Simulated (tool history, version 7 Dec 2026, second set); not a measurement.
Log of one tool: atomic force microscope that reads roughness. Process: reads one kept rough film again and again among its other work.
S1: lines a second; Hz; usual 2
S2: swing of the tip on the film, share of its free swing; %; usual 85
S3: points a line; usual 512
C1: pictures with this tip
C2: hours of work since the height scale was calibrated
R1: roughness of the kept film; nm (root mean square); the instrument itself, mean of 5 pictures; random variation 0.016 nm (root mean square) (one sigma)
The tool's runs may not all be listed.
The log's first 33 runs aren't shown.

Run 34, hour 1543.4: usual settings but S1 0.59 Hz, S2 58 %, S3 602; C1 229; C2 311. Result: R1 3.95 nm (root mean square).
Run 35, hour 1588: usual settings but S1 3.97 Hz, S2 83 %, S3 596; C1 272; C2 335. Result: R1 3.399 nm (root mean square).
Run 36, hour 1626.2: usual settings but S1 0.8 Hz, S2 69 %, S3 277; C1 309; C2 355. Result: R1 3.781 nm (root mean square).
Run 37, hour 1659.1: usual settings but S1 2.57 Hz, S2 83 %, S3 1018; C1 340; C2 372. Result: R1 3.458 nm (root mean square).
At hour 1677.9: new tip fitted.
Run 38, hour 1692: usual settings but S1 2.49 Hz, S2 87 %, S3 1005; C1 14; C2 389. Result: R1 3.839 nm (root mean square).
Run 39, hour 1718.6: usual settings but S1 2.49 Hz, S2 87 %, S3 1005; C1 39; C2 403. Result: R1 3.8 nm (root mean square).
Run 40, hour 1759.8: usual settings but S1 2.49 Hz, S2 87 %, S3 1005; C1 79; C2 424. Result: R1 3.758 nm (root mean square).
Run 41, hour 1810.9: usual settings but S1 2.15 Hz, S3 567; C1 128; C2 451. Result: R1 3.792 nm (root mean square).
Run 42, hour 1873.9: usual settings but S1 0.59 Hz, S2 81 %, S3 311; C1 188; C2 484. Result: R1 3.941 nm (root mean square).
Run 43, hour 1927.9: usual settings but S1 2.88 Hz, S2 55 %, S3 372; C1 240; C2 512. Result: R1 3.881 nm (root mean square).

Forecast run 44:
Run 44, hour 1979.9: usual settings but S1 0.72 Hz, S2 55 %, S3 488; C1 290; C2 539. Result: R1 ?.

Run 44 gave R1 3.876 nm (root mean square).
Without the tool's hidden state the same run would have given R1 4.304 nm (root mean square).
